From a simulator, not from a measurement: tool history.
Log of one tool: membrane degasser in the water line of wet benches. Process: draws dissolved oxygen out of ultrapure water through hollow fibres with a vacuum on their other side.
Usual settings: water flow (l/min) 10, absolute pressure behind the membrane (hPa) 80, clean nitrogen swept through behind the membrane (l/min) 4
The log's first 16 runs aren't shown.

run	hour	water flow (l/min)	absolute pressure behind the membrane (hPa)	clean nitrogen swept through behind the membrane (l/min)	dissolved oxygen in the water behind the degasser (ppb)	pressure that the water loses in the fibres (hPa)
17	1473.8	10	103.3	4	394.9	333.7
18	1593.1	8	67.1	4	222.5	268
19	1647.6	12	71.7	8.84	510.7	401.2
20	1750	12	71.7	8.84	515.5	401.2
21	1878.4	14	90.5	3.03	719.3	465.4
22	1987.8	12	90.5	4.01	543	398.1
23	2086.9	14	73.4	3.28	711.7	465.2
24	2179.6	7	107.6	4	180.9	235.6
25	2238.1	7	107.6	4	181.5	233.6
26	2370	7	107.6	4	180.4	233.5
27	2499	10	196.3	4	448.6	334.4
28	2555.5	10	196.3	4	440	335.4
29	2665.3	10	196.3	4	449.1	337.5
30	2738.8	10	196.3	4	450.2	338.1
31	2822.7	10	62.6	2.72	378.4	334.6
# hour 2946.4: seals of the vacuum lines changed
32	2955	10	171.3	2.72	469	335.5

Forecast each of these 3 alternatives for the next run:
A	3067.5	10	179.4	1.71	?	?
B	3067.5	10	61.2	5.82	?	?
C	3067.5	11	80	4	?	?

run	dissolved oxygen in the water behind the degasser (ppb)	pressure that the water loses in the fibres (hPa)
A	544	336.2
B	363.3	334
C	464.8	368.8
Without the tool's hidden state the same runs would have given:
run	dissolved oxygen in the water behind the degasser (ppb)	pressure that the water loses in the fibres (hPa)
A	510.1	326.5
B	330.8	324.3
C	426.7	358.1
